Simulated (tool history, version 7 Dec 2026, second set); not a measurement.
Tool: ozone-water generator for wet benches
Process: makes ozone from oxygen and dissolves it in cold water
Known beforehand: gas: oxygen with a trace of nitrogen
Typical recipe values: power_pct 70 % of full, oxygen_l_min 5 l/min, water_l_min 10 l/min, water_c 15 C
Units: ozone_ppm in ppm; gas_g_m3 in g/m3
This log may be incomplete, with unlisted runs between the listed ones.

Run 1, hour 0: usual settings. Result: ozone_ppm 35.8 ppm, gas_g_m3 222.1 g/m3.
Run 2, hour 188.8: usual settings. Result: ozone_ppm 35.2 ppm, gas_g_m3 221.5 g/m3.
Run 3, hour 392.9: usual settings. Result: ozone_ppm 34.4 ppm, gas_g_m3 220.3 g/m3.
Run 4, hour 581.9: usual settings. Result: ozone_ppm 34.4 ppm, gas_g_m3 218.4 g/m3.
Run 5, hour 812.7: usual settings. Result: ozone_ppm 36.9 ppm, gas_g_m3 220.7 g/m3.
Run 6, hour 1036.8: usual settings. Result: ozone_ppm 36.7 ppm, gas_g_m3 215.9 g/m3.
Run 7, hour 1145.4: usual settings. Result: ozone_ppm 36.2 ppm, gas_g_m3 218.5 g/m3.
Run 8, hour 1328.4: usual settings. Result: ozone_ppm 36.1 ppm, gas_g_m3 216.4 g/m3.
Run 9, hour 1468.9: usual settings. Result: ozone_ppm 35.9 ppm, gas_g_m3 214 g/m3.
Run 10, hour 1695.9: usual settings but water_c 18 C. Result: ozone_ppm 34 ppm, gas_g_m3 215.1 g/m3.
Run 11, hour 1816.1: usual settings but water_c 18 C. Result: ozone_ppm 33.5 ppm, gas_g_m3 214.8 g/m3.
Run 12, hour 1997.2: usual settings but water_c 18 C. Result: ozone_ppm 33.5 ppm, gas_g_m3 212.7 g/m3.
Run 13, hour 2200.2: usual settings but water_c 18 C. Result: ozone_ppm 32.6 ppm, gas_g_m3 213 g/m3.
Run 14, hour 2410.4: usual settings but oxygen_l_min 8.14 l/min. Result: ozone_ppm 30.1 ppm, gas_g_m3 153.4 g/m3.
Run 15, hour 2534.1: usual settings but water_c 10 C. Result: ozone_ppm 37.7 ppm, gas_g_m3 208 g/m3.
Run 16, hour 2697.1: usual settings. Result: ozone_ppm 34.8 ppm, gas_g_m3 206.7 g/m3.
Run 17, hour 2891.5: usual settings but oxygen_l_min 5.04 l/min. Result: ozone_ppm 34 ppm, gas_g_m3 204.9 g/m3.
Run 18, hour 3118.1: usual settings but power_pct 73 % of full, oxygen_l_min 5.04 l/min, water_l_min 11 l/min. Result: ozone_ppm 31.9 ppm, gas_g_m3 209.8 g/m3.
Run 19, hour 3222.8: usual settings but power_pct 65 % of full, oxygen_l_min 2.97 l/min. Result: ozone_ppm 35.6 ppm, gas_g_m3 281.6 g/m3.
Run 20, hour 3378.3: usual settings but power_pct 65 % of full, oxygen_l_min 2.97 l/min. Result: ozone_ppm 35.2 ppm, gas_g_m3 281.4 g/m3.
Run 21, hour 3510.6: usual settings but power_pct 65 % of full, oxygen_l_min 2.97 l/min. Result: ozone_ppm 35 ppm, gas_g_m3 279.4 g/m3.
Run 22, hour 3636.1: usual settings but power_pct 64 % of full, oxygen_l_min 2.65 l/min. Result: ozone_ppm 36.8 ppm, gas_g_m3 300.9 g/m3.
Run 23, hour 3791.2: usual settings but power_pct 64 % of full, oxygen_l_min 2.52 l/min, water_l_min 14 l/min. Result: ozone_ppm 27.6 ppm, gas_g_m3 309.7 g/m3.
Run 24, hour 3909.4: usual settings but power_pct 64 % of full, oxygen_l_min 2.52 l/min, water_l_min 14 l/min. Result: ozone_ppm 27.2 ppm, gas_g_m3 302 g/m3.
Run 25, hour 4066: usual settings but power_pct 64 % of full, oxygen_l_min 2.52 l/min, water_l_min 14 l/min. Result: ozone_ppm 27.4 ppm, gas_g_m3 306.1 g/m3.
Run 26, hour 4231.6: usual settings but power_pct 64 % of full, oxygen_l_min 6.38 l/min, water_l_min 14 l/min, water_c 12 C. Result: ozone_ppm 25.3 ppm, gas_g_m3 162.5 g/m3.
Run 27, hour 4428.5: usual settings but power_pct 64 % of full, oxygen_l_min 6.38 l/min, water_l_min 14 l/min, water_c 12 C. Result: ozone_ppm 25.4 ppm, gas_g_m3 162.9 g/m3.
Run 28, hour 4634: usual settings but oxygen_l_min 3.8 l/min, water_l_min 9 l/min. Result: ozone_ppm 37.4 ppm, gas_g_m3 238.4 g/m3.
Run 29, hour 4833: usual settings but power_pct 44 % of full, oxygen_l_min 3.5 l/min, water_l_min 11 l/min, water_c 9 C. Result: ozone_ppm 28.8 ppm, gas_g_m3 204.3 g/m3.
Run 30, hour 4951.4: usual settings but power_pct 44 % of full, oxygen_l_min 3.5 l/min, water_l_min 11 l/min, water_c 9 C. Result: ozone_ppm 28.8 ppm, gas_g_m3 202.1 g/m3.
Run 31, hour 5055.6: usual settings but power_pct 50 % of full, oxygen_l_min 5.77 l/min, water_l_min 7 l/min, water_c 10 C. Result: ozone_ppm 36.4 ppm, gas_g_m3 154.5 g/m3.
Run 32, hour 5221.6: usual settings but oxygen_l_min 3.84 l/min. Result: ozone_ppm 34.5 ppm, gas_g_m3 231.5 g/m3.
Run 33, hour 5446.1: usual settings but oxygen_l_min 4.77 l/min, water_c 8 C. Result: ozone_ppm 36.1 ppm, gas_g_m3 200.8 g/m3.

Not shown here: 4 entries made in the log between runs. Locate each between two listed runs and compare the hidden state at the listed run before it with the hidden state at the listed run after it:
Runs 1 to 2: contactor cleaned (hour 94.7)
  yield of the discharge, % of new electrodes': 98.6 -> 98.1; contactor's efficiency, % of a clean one's: 87.7 -> 84.6; true water temperature over the reading, C: 0.17 -> 0.18
  what was measured, less what the result would be without the hidden state, ozone_ppm: -2.7 -> -3.4 ppm; gas_g_m3: -3.3 -> -4.3 g/m3
Runs 4 to 5: contactor cleaned, once more (hour 803.4)
  yield of the discharge, % of new electrodes': 97.2 -> 96.7; contactor's efficiency, % of a clean one's: 83.1 -> 99.1; true water temperature over the reading, C: 0.21 -> 0.22
  what was measured, less what the result would be without the hidden state, ozone_ppm: -3.9 -> -1.5 ppm; gas_g_m3: -6.2 -> -7.5 g/m3
Runs 13 to 14: water thermometer calibrated (hour 2249.5)
  yield of the discharge, % of new electrodes': 93.4 -> 92.9; contactor's efficiency, % of a clean one's: 94.1 -> 93.3; true water temperature over the reading, C: 0.3 -> -0.04
  what was measured, less what the result would be without the hidden state, ozone_ppm: -3.4 -> -3.1 ppm; gas_g_m3: -15.1 -> -11.7 g/m3
Runs 21 to 22: contactor cleaned (hour 3575.9)
  yield of the discharge, % of new electrodes': 90.4 -> 90.1; contactor's efficiency, % of a clean one's: 89.3 -> 99.3; true water temperature over the reading, C: 0.02 -> 0.03
  what was measured, less what the result would be without the hidden state, ozone_ppm: -5.5 -> -4 ppm; gas_g_m3: -28.7 -> -31.6 g/m3

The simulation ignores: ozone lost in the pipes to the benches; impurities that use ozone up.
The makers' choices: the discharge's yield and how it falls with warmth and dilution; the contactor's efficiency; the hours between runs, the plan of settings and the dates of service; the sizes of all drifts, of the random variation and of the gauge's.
